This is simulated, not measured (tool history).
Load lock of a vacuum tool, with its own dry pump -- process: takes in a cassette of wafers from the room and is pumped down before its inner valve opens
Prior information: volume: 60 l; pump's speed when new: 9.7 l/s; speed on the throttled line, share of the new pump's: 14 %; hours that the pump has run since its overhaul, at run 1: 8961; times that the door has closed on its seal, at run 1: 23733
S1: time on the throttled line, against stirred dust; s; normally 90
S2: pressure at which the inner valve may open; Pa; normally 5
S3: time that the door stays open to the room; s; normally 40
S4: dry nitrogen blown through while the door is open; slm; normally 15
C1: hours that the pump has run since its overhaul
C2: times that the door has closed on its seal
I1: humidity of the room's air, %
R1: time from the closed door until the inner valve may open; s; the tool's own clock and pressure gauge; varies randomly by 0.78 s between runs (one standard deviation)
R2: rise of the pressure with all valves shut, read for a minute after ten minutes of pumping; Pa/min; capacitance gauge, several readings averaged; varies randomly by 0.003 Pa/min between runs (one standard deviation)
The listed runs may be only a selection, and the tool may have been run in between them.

run    hour   S1  S2   S3  S4     C1     C2    I1     R1     R2
  1     0.0   90   5   40  15   8961  23733  44.8  147.6  0.129
  2   135.4   90   5   40  37   9096  24137  44.0  145.7  0.121
  3   337.7   90   5   40  37   9299  24739  39.9  147.7  0.108
  4   474.0   90   5   40  15   9435  25145  44.5  146.7  0.139
  5   662.3   90   9   40  15   9623  25706  45.5  142.2  0.136
  6   876.5   90   9   40  15   9838  26344  45.8  142.4  0.145
  7  1112.2   90   9   40  15  10073  27046  44.5  144.5  0.142
  8  1240.0   90   9   40  15  10201  27427  45.0  144.1  0.145
  9  1367.5   90   9   40  15  10329  27807  45.1  145.0  0.147
 10  1496.2   90   5   40  15  10457  28190  42.3  148.1  0.147
 11  1728.9   90   5   40  15  10690  28884  43.0  150.3  0.157
 12  1836.8   90   5   40  15  10798  29205  46.6  147.8  0.168
 13  2049.6   90   5   40  15  11011  29839  44.7  148.4  0.157
 14  2245.5   90   5   40  15  11207  30422  44.8  148.7  0.170
 15  2445.2   90   5   40  15  11406  31017  45.8  150.1  0.176
 16  2564.8   90   5   40  13  11526  31373  45.9  150.8  0.179
 17  2810.7   90   5   40  13  11772  32106  47.4  149.3  0.188
 18  3038.8   90   5   40  13  12000  32785  46.6  151.1  0.189
 19  3189.4   92   6  178  18  12151  33234  45.4  150.4  0.214
 20  3320.2   92   6  178  18  12281  33623  46.9  151.0  0.233
 21  3506.8   90   8   92  19  12468  34179  41.5  146.0  0.209
 22  3757.9   66   7  207  14  12719  34927  49.0  127.6  0.259
 23  3860.5   66   7  207  30  12822  35233  48.7  129.1  0.232
 24  3995.4  101   6   56  11  12956  35635  47.7  157.9  0.225
 25  4103.0   49   5   40  15  13064  35955  46.9  118.7  0.209
 26  4230.7   53   5   40   4  13192  36336  44.9  120.3  0.227
 27  4383.0   53   5   40   4  13344  36789  44.0  121.6  0.220
 28  4622.1   53   5   40   4  13583  37501  44.1  121.4  0.235
 29  4808.4   80   5   56   4  13769  38056  46.8  145.0  0.250
 30  5010.0   80   5   56   4  13971  38657  44.2  145.8  0.256
 31  5163.2   80   7   32   4  14124  39113  44.2  140.5  0.238
     5377.8  -- door's seal changed, seat wiped
 32  5377.8   80   7   32   4  14337      0  47.9  142.6  0.052
 33  5602.4   90   5   56  15  14562    669  45.8  153.3  0.055
 34  5822.7   71   5   40  15  14782   1325  42.7  138.6  0.044
 35  5961.3   71   5   40  15  14921   1738  46.1  138.5  0.045
 36  6079.9   71   5   40  15  15039   2091  46.6  138.0  0.048

Same runs, no hidden state in the tool, same run-to-run variation:
Unlogged tool condition in this case: pump's speed, % of a new pump's; leak at the door's seal, Pa l/s; drift of the gauge itself on ready_s, %; drift of the gauge itself on rise_pa_min, %.
run     R1     R2
  1  139.8  0.044
  2  138.0  0.033
  3  139.7  0.019
  4  138.6  0.045
  5  134.7  0.039
  6  134.7  0.043
  7  136.5  0.037
  8  135.9  0.040
  9  136.7  0.038
 10  139.0  0.035
 11  140.8  0.040
 12  138.3  0.048
 13  138.6  0.036
 14  138.7  0.043
 15  139.8  0.046
 16  140.4  0.047
 17  138.6  0.052
 18  140.1  0.047
 19  139.6  0.071
 20  140.1  0.082
 21  135.4  0.054
 22  115.6  0.099
 23  116.9  0.068
 24  146.6  0.060
 25  104.9  0.047
 26  106.8  0.058
 27  107.8  0.049
 28  107.3  0.058
 29  131.6  0.068
 30  132.0  0.064
 31  127.4  0.049
 32  129.1  0.052
 33  139.4  0.053
 34  123.6  0.042
 35  123.3  0.042
 36  122.7  0.044

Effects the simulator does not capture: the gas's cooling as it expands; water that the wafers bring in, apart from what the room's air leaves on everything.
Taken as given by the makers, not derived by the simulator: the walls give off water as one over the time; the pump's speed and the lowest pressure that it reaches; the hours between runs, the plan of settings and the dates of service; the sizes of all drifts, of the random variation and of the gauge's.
